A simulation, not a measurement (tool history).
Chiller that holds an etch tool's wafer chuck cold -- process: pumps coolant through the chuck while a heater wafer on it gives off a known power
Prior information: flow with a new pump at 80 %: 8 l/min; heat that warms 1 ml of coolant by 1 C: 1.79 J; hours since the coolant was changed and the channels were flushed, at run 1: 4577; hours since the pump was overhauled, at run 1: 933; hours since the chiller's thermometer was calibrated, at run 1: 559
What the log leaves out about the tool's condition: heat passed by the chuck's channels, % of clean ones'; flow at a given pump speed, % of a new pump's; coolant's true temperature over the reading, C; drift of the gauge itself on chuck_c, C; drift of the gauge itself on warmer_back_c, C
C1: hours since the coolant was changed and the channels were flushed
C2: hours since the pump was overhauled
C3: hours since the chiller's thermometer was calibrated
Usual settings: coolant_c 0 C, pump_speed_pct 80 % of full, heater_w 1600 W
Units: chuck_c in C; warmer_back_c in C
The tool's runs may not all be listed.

Run 1, day 0: usual settings; C1 4577; C2 933; C3 559. Result: chuck_c 19.9 C, warmer_back_c 6.69 C.
Run 2, day 1.758: usual settings; C1 4619; C2 975; C3 601. Result: chuck_c 19.9 C, warmer_back_c 6.69 C.
Run 3, day 4.171: usual settings; C1 4677; C2 1033; C3 659. Result: chuck_c 19.8 C, warmer_back_c 6.71 C.
Run 4, day 7.008: usual settings but heater_w 1394 W; C1 4745; C2 1101; C3 727. Result: chuck_c 17.3 C, warmer_back_c 5.88 C.
Run 5, day 8.433: usual settings but heater_w 1394 W; C1 4779; C2 1135; C3 761. Result: chuck_c 17.1 C, warmer_back_c 5.91 C.
Run 6, day 10.683: usual settings but heater_w 1394 W; C1 4833; C2 1189; C3 815. Result: chuck_c 17.2 C, warmer_back_c 5.95 C.
Run 7, day 12.65: usual settings but coolant_c 2 C, heater_w 1394 W; C1 4880; C2 1237; C3 863. Result: chuck_c 19.2 C, warmer_back_c 5.92 C.
Run 8, day 14.071: usual settings but coolant_c 2 C, heater_w 1394 W; C1 4914; C2 1271; C3 897. Result: chuck_c 19.2 C, warmer_back_c 5.95 C.
Run 9, day 16.579: usual settings but pump_speed_pct 63 % of full; C1 4975; C2 1331; C3 957. Result: chuck_c 24.5 C, warmer_back_c 8.85 C.
Run 10, day 19.454: usual settings; C1 5044; C2 1400; C3 1026. Result: chuck_c 19.8 C, warmer_back_c 6.89 C.
Run 11, day 22.258: usual settings; C1 5111; C2 1467; C3 1093. Result: chuck_c 19.9 C, warmer_back_c 6.88 C.
Run 12, day 25.479: usual settings; C1 5188; C2 1544; C3 1170. Result: chuck_c 19.8 C, warmer_back_c 6.9 C.
Run 13, day 27.188: usual settings; C1 5229; C2 1585; C3 1212. Result: chuck_c 19.9 C, warmer_back_c 6.93 C.
Run 14, day 29.367: usual settings; C1 5282; C2 1638; C3 1264. Result: chuck_c 19.8 C, warmer_back_c 7 C.
Run 15, day 31.738: usual settings; C1 5338; C2 1695; C3 1321. Result: chuck_c 19.9 C, warmer_back_c 6.95 C.
Run 16, day 34.404: usual settings; C1 5402; C2 1759; C3 1385. Result: chuck_c 19.7 C, warmer_back_c 6.99 C.
Run 17, day 36.492: usual settings; C1 5453; C2 1809; C3 1435. Result: chuck_c 19.9 C, warmer_back_c 6.97 C.
Run 18, day 38.638: usual settings; C1 5504; C2 1860; C3 1486. Result: chuck_c 20 C, warmer_back_c 7.07 C.
Run 19, day 41.375: usual settings but pump_speed_pct 88 % of full, heater_w 922 W; C1 5570; C2 1926; C3 1552. Result: chuck_c 10.6 C, warmer_back_c 3.87 C.
Run 20, day 43.992: usual settings but coolant_c 2 C, pump_speed_pct 97 % of full, heater_w 1211 W; C1 5632; C2 1989; C3 1615. Result: chuck_c 14.6 C, warmer_back_c 4.52 C.
Run 21, day 45.371: usual settings but coolant_c 2 C, pump_speed_pct 71 % of full, heater_w 1307 W; C1 5666; C2 2022; C3 1648. Result: chuck_c 20 C, warmer_back_c 6.67 C.
Run 22, day 47.633: usual settings but coolant_c 2 C, pump_speed_pct 71 % of full, heater_w 1307 W; C1 5720; C2 2076; C3 1702. Result: chuck_c 20 C, warmer_back_c 6.63 C.
Run 23, day 49.496: usual settings but coolant_c 3 C, heater_w 917 W; C1 5765; C2 2121; C3 1747. Result: chuck_c 14.5 C, warmer_back_c 4.26 C.
At day 51.854: gauge calibrated.
Run 24, day 51.867: usual settings but coolant_c 3 C, heater_w 917 W; C1 5822; C2 2178; C3 1804. Result: chuck_c 14.3 C, warmer_back_c 3.85 C.
Run 25, day 54.125: usual settings but pump_speed_pct 91 % of full, heater_w 1111 W; C1 5876; C2 2232; C3 1858. Result: chuck_c 12 C, warmer_back_c 4.08 C.
Run 26, day 57.304: usual settings but coolant_c -2 C, pump_speed_pct 91 % of full, heater_w 890 W; C1 5952; C2 2308; C3 1934. Result: chuck_c 7.6 C, warmer_back_c 3.35 C.
Run 27, day 58.838: usual settings but coolant_c -3 C, pump_speed_pct 72 % of full, heater_w 2086 W; C1 5989; C2 2345; C3 1971. Result: chuck_c 25.4 C, warmer_back_c 9.83 C.
Run 28, day 60.362: usual settings but coolant_c -3 C, pump_speed_pct 72 % of full, heater_w 2086 W; C1 6025; C2 2382; C3 2008. Result: chuck_c 25.5 C, warmer_back_c 9.92 C.
Run 29, day 62.85: usual settings but coolant_c -3 C, pump_speed_pct 72 % of full, heater_w 2086 W; C1 6085; C2 2441; C3 2067. Result: chuck_c 25.6 C, warmer_back_c 9.88 C.
Run 30, day 66: usual settings but coolant_c -3 C, pump_speed_pct 72 % of full, heater_w 2086 W; C1 6161; C2 2517; C3 2143. Result: chuck_c 25.4 C, warmer_back_c 9.9 C.
Run 31, day 68.254: usual settings but pump_speed_pct 82 % of full, heater_w 1366 W; C1 6215; C2 2571; C3 2197. Result: chuck_c 16.8 C, warmer_back_c 5.73 C.

What if the next run were any one of these 4? Each begins from the tool's condition after run 31:
Run A, day 69.808: usual settings but coolant_c -7 C, pump_speed_pct 66 % of full, heater_w 1366 W; C1 6252; C2 2608; C3 2234. Result: chuck_c ?, warmer_back_c ?.
Run B, day 69.808: usual settings but coolant_c -8 C; C1 6252; C2 2608; C3 2234. Result: chuck_c ?, warmer_back_c ?.
Run C, day 69.808: usual settings but coolant_c -8 C, pump_speed_pct 82 % of full, heater_w 849 W; C1 6252; C2 2608; C3 2234. Result: chuck_c ?, warmer_back_c ?.
Run D, day 69.808: usual settings but coolant_c 7 C, pump_speed_pct 82 % of full, heater_w 1366 W; C1 6252; C2 2608; C3 2234. Result: chuck_c ?, warmer_back_c ?.

run  chuck_c  warmer_back_c
  A       13            7.3
  B     11.9           6.82
  C      2.3           3.59
  D     23.5            5.7
What these runs would have given with no unlogged condition in the tool:
run  chuck_c  warmer_back_c
  A       13           7.14
  B     11.9           6.66
  C      2.3           3.44
  D     23.4           5.54
